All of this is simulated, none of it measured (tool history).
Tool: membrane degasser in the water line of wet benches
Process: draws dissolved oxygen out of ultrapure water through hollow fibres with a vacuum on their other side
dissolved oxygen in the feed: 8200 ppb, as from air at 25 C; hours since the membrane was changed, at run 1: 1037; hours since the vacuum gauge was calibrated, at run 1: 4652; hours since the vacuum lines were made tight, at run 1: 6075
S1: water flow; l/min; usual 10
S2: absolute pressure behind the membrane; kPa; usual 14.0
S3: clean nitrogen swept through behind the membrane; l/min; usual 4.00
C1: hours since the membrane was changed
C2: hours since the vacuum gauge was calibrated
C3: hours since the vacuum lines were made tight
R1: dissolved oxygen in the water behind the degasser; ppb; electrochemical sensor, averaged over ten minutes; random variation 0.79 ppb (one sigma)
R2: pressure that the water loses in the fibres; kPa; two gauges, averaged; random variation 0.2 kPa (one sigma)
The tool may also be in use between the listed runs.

run 1 hour=0.0 | S1=10 S2=14.0 S3=4.00 | C1=1037 C2=4652 C3=6075 | R1=76.6 R2=43.99
run 2 hour=33.1 | S1=6 S2=14.0 S3=4.00 | C1=1070 C2=4685 C3=6108 | R1=45.0 R2=26.54
run 3 hour=90.2 | S1=6 S2=15.0 S3=4.00 | C1=1127 C2=4743 C3=6165 | R1=48.8 R2=26.51
run 4 hour=141.7 | S1=6 S2=15.0 S3=4.00 | C1=1178 C2=4794 C3=6216 | R1=48.1 R2=26.43
run 5 hour=179.3 | S1=10 S2=21.9 S3=4.00 | C1=1216 C2=4832 C3=6254 | R1=127.3 R2=43.90
run 6 hour=231.5 | S1=10 S2=14.0 S3=4.00 | C1=1268 C2=4884 C3=6306 | R1=76.5 R2=43.92
run 7 hour=271.4 | S1=10 S2=14.0 S3=4.00 | C1=1308 C2=4924 C3=6346 | R1=78.3 R2=43.89
run 8 hour=312.3 | S1=10 S2=14.0 S3=4.00 | C1=1349 C2=4965 C3=6387 | R1=77.6 R2=43.94
run 9 hour=363.8 | S1=10 S2=14.0 S3=4.00 | C1=1400 C2=5016 C3=6438 | R1=76.7 R2=43.84
run 10 hour=397.4 | S1=10 S2=14.0 S3=4.00 | C1=1434 C2=5050 C3=6472 | R1=78.2 R2=44.28
run 11 hour=424.0 | S1=10 S2=14.0 S3=4.00 | C1=1461 C2=5076 C3=6499 | R1=77.8 R2=44.10
run 12 hour=470.9 | S1=10 S2=17.7 S3=4.00 | C1=1508 C2=5123 C3=6546 | R1=101.8 R2=43.97
run 13 hour=523.0 | S1=10 S2=17.7 S3=4.00 | C1=1560 C2=5175 C3=6598 | R1=100.7 R2=44.43
run 14 hour=568.6 | S1=8 S2=30.2 S3=3.02 | C1=1605 C2=5221 C3=6643 | R1=186.2 R2=35.18
run 15 hour=627.5 | S1=8 S2=30.2 S3=3.02 | C1=1664 C2=5280 C3=6702 | R1=185.8 R2=35.49
run 16 hour=671.8 | S1=8 S2=30.2 S3=3.02 | C1=1708 C2=5324 C3=6746 | R1=190.2 R2=35.03
run 17 hour=698.0 | S1=8 S2=20.0 S3=3.21 | C1=1735 C2=5350 C3=6773 | R1=111.8 R2=35.63
run 18 hour=745.5 | S1=9 S2=14.0 S3=5.82 | C1=1782 C2=5398 C3=6820 | R1=48.6 R2=39.51
run 19 hour=801.3 | S1=11 S2=31.2 S3=4.00 | C1=1838 C2=5454 C3=6876 | R1=206.1 R2=48.85
run 20 hour=828.7 | S1=11 S2=31.2 S3=4.00 | C1=1865 C2=5481 C3=6903 | R1=208.2 R2=48.52
run 21 hour=885.7 | S1=11 S2=31.2 S3=4.00 | C1=1922 C2=5538 C3=6960 | R1=205.7 R2=48.50
run 22 hour=932.6 | S1=12 S2=10.0 S3=4.54 | C1=1969 C2=5585 C3=7007 | R1=62.9 R2=53.11

Forecast each of these 4 alternatives for the next run:
run A hour=987.1 | S1=8 S2=10.8 S3=1.64 | C1=2024 C2=5639 C3=7062 | R1=? R2=?
run B hour=987.1 | S1=9 S2=26.7 S3=8.11 | C1=2024 C2=5639 C3=7062 | R1=? R2=?
run C hour=987.1 | S1=9 S2=9.6 S3=11.28 | C1=2024 C2=5639 C3=7062 | R1=? R2=?
run D hour=987.1 | S1=10 S2=27.9 S3=4.00 | C1=2024 C2=5639 C3=7062 | R1=? R2=?

run=A R1=100.4 R2=34.91
run=B R1=72.5 R2=39.37
run=C R1=18.0 R2=39.75
run=D R1=165.3 R2=44.40
Without the tool's hidden state the same runs would have given:
run=A R1=91.9 R2=34.55
run=B R1=67.5 R2=38.96
run=C R1=16.4 R2=39.34
run=D R1=155.4 R2=43.94

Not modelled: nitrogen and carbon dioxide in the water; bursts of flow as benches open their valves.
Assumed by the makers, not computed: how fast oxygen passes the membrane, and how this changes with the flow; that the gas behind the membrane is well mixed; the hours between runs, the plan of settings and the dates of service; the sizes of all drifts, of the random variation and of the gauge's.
